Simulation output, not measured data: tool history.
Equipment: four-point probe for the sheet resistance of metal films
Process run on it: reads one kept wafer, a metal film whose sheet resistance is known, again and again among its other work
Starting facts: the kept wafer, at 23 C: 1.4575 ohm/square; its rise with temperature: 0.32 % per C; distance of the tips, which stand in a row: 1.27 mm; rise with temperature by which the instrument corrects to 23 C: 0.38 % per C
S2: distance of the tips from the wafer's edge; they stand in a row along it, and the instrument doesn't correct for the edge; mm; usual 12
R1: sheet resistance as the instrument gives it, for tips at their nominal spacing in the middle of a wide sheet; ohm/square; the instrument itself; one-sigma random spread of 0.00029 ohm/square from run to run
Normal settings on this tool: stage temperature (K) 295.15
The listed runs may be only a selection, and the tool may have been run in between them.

{"run": 1, "hour": 0.0, "stage temperature (K)": 295.15, "S2": 12, "R1": 1.463294}
{"run": 2, "hour": 58.2, "stage temperature (K)": 295.15, "S2": 7, "R1": 1.480058}
{"run": 3, "hour": 120.3, "stage temperature (K)": 295.15, "S2": 7, "R1": 1.479587}
{"run": 4, "hour": 186.6, "stage temperature (K)": 295.15, "S2": 7, "R1": 1.479417}
{"run": 5, "hour": 238.9, "stage temperature (K)": 295.15, "S2": 7, "R1": 1.479823}
{"run": 6, "hour": 300.1, "stage temperature (K)": 295.15, "S2": 7, "R1": 1.480077}
{"hour": 308.9, "done": "stage's thermometer calibrated"}
{"run": 7, "hour": 390.4, "stage temperature (K)": 295.15, "S2": 7, "R1": 1.479219}
{"run": 8, "hour": 477.3, "stage temperature (K)": 303.15, "S2": 12, "R1": 1.45519}
{"run": 9, "hour": 520.8, "stage temperature (K)": 303.15, "S2": 12, "R1": 1.454927}
{"run": 10, "hour": 589.3, "stage temperature (K)": 303.15, "S2": 8, "R1": 1.465444}
{"run": 11, "hour": 663.4, "stage temperature (K)": 303.15, "S2": 8, "R1": 1.465783}
{"run": 12, "hour": 709.5, "stage temperature (K)": 299.15, "S2": 4, "R1": 1.524429}
{"run": 13, "hour": 752.0, "stage temperature (K)": 295.15, "S2": 4, "R1": 1.528364}
{"run": 14, "hour": 838.5, "stage temperature (K)": 297.15, "S2": 7, "R1": 1.477259}
{"run": 15, "hour": 901.1, "stage temperature (K)": 297.15, "S2": 7, "R1": 1.476601}
{"hour": 930.2, "done": "stage's thermometer calibrated, once more"}
{"run": 16, "hour": 963.6, "stage temperature (K)": 297.15, "S2": 7, "R1": 1.475225}
{"run": 17, "hour": 1030.0, "stage temperature (K)": 305.15, "S2": 11, "R1": 1.452572}
{"run": 18, "hour": 1076.7, "stage temperature (K)": 305.15, "S2": 12, "R1": 1.45046}

Each row is a separate what-if for the run after 18, all from the same tool condition, not one after another. Results?
{"run": "A", "hour": 1156.3, "stage temperature (K)": 295.15, "S2": 11, "R1": "?"}
{"run": "B", "hour": 1156.3, "stage temperature (K)": 300.15, "S2": 5, "R1": "?"}
{"run": "C", "hour": 1156.3, "stage temperature (K)": 304.15, "S2": 12, "R1": "?"}
{"run": "D", "hour": 1156.3, "stage temperature (K)": 301.15, "S2": 18, "R1": "?"}
{"run": "E", "hour": 1156.3, "stage temperature (K)": 293.15, "S2": 6, "R1": "?"}

run=A R1=1.461985
run=B R1=1.495466
run=C R1=1.452192
run=D R1=1.449091
run=E R1=1.488044
Stripped of hidden state, with their random variation kept, the same runs would have yielded:
run=A R1=1.469033
run=B R1=1.502659
run=C R1=1.459190
run=D R1=1.456077
run=E R1=1.495209

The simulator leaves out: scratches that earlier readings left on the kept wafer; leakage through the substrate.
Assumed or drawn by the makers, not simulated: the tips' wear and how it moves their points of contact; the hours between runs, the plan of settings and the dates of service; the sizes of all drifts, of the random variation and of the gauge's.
